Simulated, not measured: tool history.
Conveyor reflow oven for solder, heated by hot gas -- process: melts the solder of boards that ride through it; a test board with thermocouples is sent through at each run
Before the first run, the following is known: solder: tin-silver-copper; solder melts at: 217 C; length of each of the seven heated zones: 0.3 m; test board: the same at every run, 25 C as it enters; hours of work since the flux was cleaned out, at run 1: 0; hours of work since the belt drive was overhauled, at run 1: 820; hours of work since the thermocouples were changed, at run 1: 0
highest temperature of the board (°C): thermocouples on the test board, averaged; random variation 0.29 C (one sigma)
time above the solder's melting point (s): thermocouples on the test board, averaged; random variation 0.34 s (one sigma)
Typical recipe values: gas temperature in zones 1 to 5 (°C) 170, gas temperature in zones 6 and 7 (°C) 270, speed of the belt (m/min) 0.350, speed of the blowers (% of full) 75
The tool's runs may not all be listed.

run	day	gas temperature in zones 1 to 5 (°C)	gas temperature in zones 6 and 7 (°C)	speed of the belt (m/min)	speed of the blowers (% of full)	hours of work since the flux was cleaned out	hours of work since the belt drive was overhauled	hours of work since the thermocouples were changed	highest temperature of the board (°C)	time above the solder's melting point (s)
1	0.000	170	270	0.350	75	0	820	0	260.5	84.1
2	2.067	170	270	0.350	75	39	859	39	259.7	83.7
3	4.079	170	270	0.350	75	78	897	78	260.0	83.6
4	6.729	170	270	0.350	75	128	948	128	260.0	83.9
5	8.942	170	270	0.350	75	170	990	170	259.8	84.1
6	10.683	170	270	0.350	75	203	1023	203	259.8	84.3
7	14.483	170	270	0.408	75	275	1095	275	255.7	67.9
8	18.117	170	270	0.408	75	345	1164	345	255.6	67.9
# day 18.625: flux residue cleaned out of gas plates and filters
9	22.154	161	270	0.350	75	67	1237	417	259.3	80.5
10	24.962	161	270	0.350	75	121	1291	471	258.7	80.5
11	27.846	170	270	0.298	75	175	1345	526	263.1	103.2
12	30.079	170	270	0.298	75	218	1388	568	263.6	103.3
13	33.250	170	270	0.361	75	278	1448	629	259.7	81.1
14	34.908	170	270	0.361	75	310	1480	660	259.6	81.2
# day 37.167: flux residue cleaned out of gas plates and filters
# day 37.975: belt drive overhauled, speed set with a stopwatch
15	38.400	184	270	0.350	75	20	8	719	261.2	91.2
16	41.221	184	270	0.350	75	74	62	773	261.4	90.9
17	44.992	179	258	0.318	75	146	133	845	251.5	91.4
18	47.092	179	258	0.318	75	186	173	885	251.4	91.7
19	49.796	170	272	0.350	75	237	225	936	261.3	85.1
20	53.517	170	271	0.358	78	308	296	1007	261.2	82.3
# day 55.675: flux residue cleaned out of gas plates and filters
21	56.254	170	271	0.352	71	11	344	1055	259.6	83.1
22	59.292	170	271	0.352	71	69	401	1113	259.8	83.7
# day 61.283: thermocouples of zones 6 and 7 changed
23	61.438	184	263	0.411	77	108	441	3	251.5	70.4
24	64.862	167	270	0.324	74	173	506	68	261.5	90.8
25	67.688	170	270	0.350	51	227	560	122	256.1	79.1
26	69.267	170	270	0.400	88	257	590	152	258.0	72.1
27	72.708	170	270	0.400	88	322	655	217	257.7	71.8
# day 74.342: flux residue cleaned out of gas plates and filters
28	76.171	170	270	0.407	56	35	717	279	252.4	64.8
29	79.342	170	261	0.350	75	95	777	339	251.5	77.4
30	82.846	170	261	0.350	75	162	844	406	251.3	77.1
31	85.562	169	279	0.350	75	213	896	458	268.2	88.3

Alternative continuations, all from the tool just after run 31; predict every row:
A	89.079	170	268	0.350	56	280	962	525	?	?
B	89.079	162	279	0.350	78	280	962	525	?	?
C	89.079	169	279	0.329	65	280	962	525	?	?

run	highest temperature of the board (°C)	time above the solder's melting point (s)
A	255.0	79.1
B	267.9	86.2
C	268.7	94.7
Take away the tool's hidden state, keep each run's random variation, and the runs would have read:
run	highest temperature of the board (°C)	time above the solder's melting point (s)
A	254.9	78.9
B	267.9	86.1
C	268.7	94.5

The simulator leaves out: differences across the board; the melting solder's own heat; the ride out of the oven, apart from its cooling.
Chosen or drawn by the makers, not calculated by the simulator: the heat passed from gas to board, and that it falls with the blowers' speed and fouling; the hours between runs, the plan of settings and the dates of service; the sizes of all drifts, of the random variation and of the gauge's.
